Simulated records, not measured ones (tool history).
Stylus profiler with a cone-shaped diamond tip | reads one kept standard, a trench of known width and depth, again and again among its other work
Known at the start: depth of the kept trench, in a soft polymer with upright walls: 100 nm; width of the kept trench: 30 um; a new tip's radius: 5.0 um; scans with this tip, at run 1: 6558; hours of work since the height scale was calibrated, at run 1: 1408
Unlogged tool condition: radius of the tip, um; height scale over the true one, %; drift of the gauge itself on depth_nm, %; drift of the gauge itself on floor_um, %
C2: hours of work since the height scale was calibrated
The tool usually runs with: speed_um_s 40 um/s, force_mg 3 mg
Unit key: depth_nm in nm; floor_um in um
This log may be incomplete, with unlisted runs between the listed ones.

run 1 hour=0 | speed_um_s=40 force_mg=3 | scans_with_this_tip=6558 C2=1408 | depth_nm=101.25 floor_um=27.6
run 2 hour=127.4 | speed_um_s=40 force_mg=3 | scans_with_this_tip=6842 C2=1469 | depth_nm=101.21 floor_um=27.59
run 3 hour=267.5 | speed_um_s=40 force_mg=1.54 | scans_with_this_tip=7154 C2=1536 | depth_nm=100.64 floor_um=27.47
run 4 hour=340.6 | speed_um_s=40 force_mg=1.54 | scans_with_this_tip=7317 C2=1571 | depth_nm=100.68 floor_um=27.49
run 5 hour=453.1 | speed_um_s=40 force_mg=1.54 | scans_with_this_tip=7568 C2=1625 | depth_nm=100.61 floor_um=27.53
run 6 hour=531.1 | speed_um_s=26 force_mg=3 | scans_with_this_tip=7742 C2=1662 | depth_nm=101.28 floor_um=27.58
run 7 hour=635.5 | speed_um_s=26 force_mg=3 | scans_with_this_tip=7975 C2=1712 | depth_nm=101.19 floor_um=27.57
run 8 hour=695.7 | speed_um_s=40 force_mg=3 | scans_with_this_tip=8109 C2=1741 | depth_nm=101.17 floor_um=27.46
run 9 hour=805.5 | speed_um_s=40 force_mg=1.24 | scans_with_this_tip=8354 C2=1793 | depth_nm=100.49 floor_um=27.37
-- hour=912.2 height scale calibrated on a step standard
run 10 hour=927 | speed_um_s=40 force_mg=1.24 | scans_with_this_tip=8624 C2=7 | depth_nm=100.81 floor_um=27.43
run 11 hour=1060.6 | speed_um_s=16 force_mg=3 | scans_with_this_tip=8922 C2=71 | depth_nm=101.45 floor_um=27.55
run 12 hour=1199.3 | speed_um_s=16 force_mg=3 | scans_with_this_tip=9231 C2=137 | depth_nm=101.51 floor_um=27.56
run 13 hour=1315.7 | speed_um_s=16 force_mg=3 | scans_with_this_tip=9491 C2=193 | depth_nm=101.45 floor_um=27.54
run 14 hour=1381.8 | speed_um_s=16 force_mg=3 | scans_with_this_tip=9638 C2=225 | depth_nm=101.49 floor_um=27.5
run 15 hour=1459.6 | speed_um_s=16 force_mg=3 | scans_with_this_tip=9812 C2=262 | depth_nm=101.41 floor_um=27.5
run 16 hour=1590.5 | speed_um_s=16 force_mg=3 | scans_with_this_tip=10104 C2=325 | depth_nm=101.49 floor_um=27.51
run 17 hour=1652.8 | speed_um_s=40 force_mg=3 | scans_with_this_tip=10243 C2=355 | depth_nm=101.46 floor_um=27.39
run 18 hour=1727.2 | speed_um_s=40 force_mg=3 | scans_with_this_tip=10409 C2=390 | depth_nm=101.43 floor_um=27.4
run 19 hour=1858.3 | speed_um_s=40 force_mg=3 | scans_with_this_tip=10701 C2=453 | depth_nm=101.41 floor_um=27.32
run 20 hour=1968.3 | speed_um_s=102 force_mg=3 | scans_with_this_tip=10946 C2=506 | depth_nm=101.38 floor_um=27.17
run 21 hour=2034.8 | speed_um_s=102 force_mg=3 | scans_with_this_tip=11095 C2=537 | depth_nm=101.4 floor_um=27.18
run 22 hour=2103.4 | speed_um_s=102 force_mg=3 | scans_with_this_tip=11248 C2=570 | depth_nm=101.4 floor_um=27.17
run 23 hour=2179.3 | speed_um_s=63 force_mg=1.37 | scans_with_this_tip=11417 C2=607 | depth_nm=100.83 floor_um=27.22
run 24 hour=2281.1 | speed_um_s=14 force_mg=1.63 | scans_with_this_tip=11644 C2=655 | depth_nm=100.86 floor_um=27.41
run 25 hour=2382.8 | speed_um_s=40 force_mg=4.81 | scans_with_this_tip=11871 C2=704 | depth_nm=101.99 floor_um=27.42
run 26 hour=2526.3 | speed_um_s=69 force_mg=8.99 | scans_with_this_tip=12191 C2=773 | depth_nm=103.08 floor_um=27.36
run 27 hour=2590.7 | speed_um_s=69 force_mg=8.99 | scans_with_this_tip=12335 C2=804 | depth_nm=102.97 floor_um=27.29
run 28 hour=2663.3 | speed_um_s=69 force_mg=8.99 | scans_with_this_tip=12496 C2=838 | depth_nm=102.97 floor_um=27.32
run 29 hour=2756.9 | speed_um_s=34 force_mg=1.58 | scans_with_this_tip=12705 C2=883 | depth_nm=100.87 floor_um=27.27
run 30 hour=2856.8 | speed_um_s=34 force_mg=1.58 | scans_with_this_tip=12928 C2=931 | depth_nm=100.89 floor_um=27.29
run 31 hour=2927.8 | speed_um_s=34 force_mg=1.58 | scans_with_this_tip=13086 C2=965 | depth_nm=100.86 floor_um=27.3
run 32 hour=3021.1 | speed_um_s=38 force_mg=8.94 | scans_with_this_tip=13295 C2=1010 | depth_nm=103.01 floor_um=27.35
run 33 hour=3095.2 | speed_um_s=38 force_mg=1.59 | scans_with_this_tip=13460 C2=1045 | depth_nm=100.92 floor_um=27.18
run 34 hour=3183.3 | speed_um_s=38 force_mg=1.59 | scans_with_this_tip=13656 C2=1087 | depth_nm=100.77 floor_um=27.19
run 35 hour=3286.8 | speed_um_s=38 force_mg=1.59 | scans_with_this_tip=13887 C2=1137 | depth_nm=100.82 floor_um=27.25
run 36 hour=3350 | speed_um_s=62 force_mg=3 | scans_with_this_tip=14028 C2=1167 | depth_nm=101.26 floor_um=27.18
run 37 hour=3425.3 | speed_um_s=125 force_mg=1.19 | scans_with_this_tip=14196 C2=1203 | depth_nm=100.52 floor_um=26.8
run 38 hour=3484.9 | speed_um_s=119 force_mg=2.81 | scans_with_this_tip=14329 C2=1232 | depth_nm=101.25 floor_um=27.01
run 39 hour=3572.3 | speed_um_s=119 force_mg=6.69 | scans_with_this_tip=14524 C2=1273 | depth_nm=102.38 floor_um=27.13
run 40 hour=3651.1 | speed_um_s=14 force_mg=2.65 | scans_with_this_tip=14700 C2=1311 | depth_nm=101.16 floor_um=27.35
run 41 hour=3744.4 | speed_um_s=144 force_mg=7.1 | scans_with_this_tip=14908 C2=1356 | depth_nm=102.43 floor_um=27.07

4 options for the next run, each taken on its own from the tool as it stands now. Forecast them:
run A hour=3853.9 | speed_um_s=81 force_mg=7.1 | scans_with_this_tip=15152 C2=1408 | depth_nm=? floor_um=?
run B hour=3853.9 | speed_um_s=14 force_mg=2.97 | scans_with_this_tip=15152 C2=1408 | depth_nm=? floor_um=?
run C hour=3853.9 | speed_um_s=115 force_mg=3 | scans_with_this_tip=15152 C2=1408 | depth_nm=? floor_um=?
run D hour=3853.9 | speed_um_s=11 force_mg=4.2 | scans_with_this_tip=15152 C2=1408 | depth_nm=? floor_um=?

run=A depth_nm=102.36 floor_um=27.17
run=B depth_nm=101.27 floor_um=27.3
run=C depth_nm=101.25 floor_um=27
run=D depth_nm=101.59 floor_um=27.37
With no hidden state in the tool, these same runs would have given:
run=A depth_nm=102.58 floor_um=27.83
run=B depth_nm=101.49 floor_um=27.95
run=C depth_nm=101.46 floor_um=27.65
run=D depth_nm=101.8 floor_um=28.03
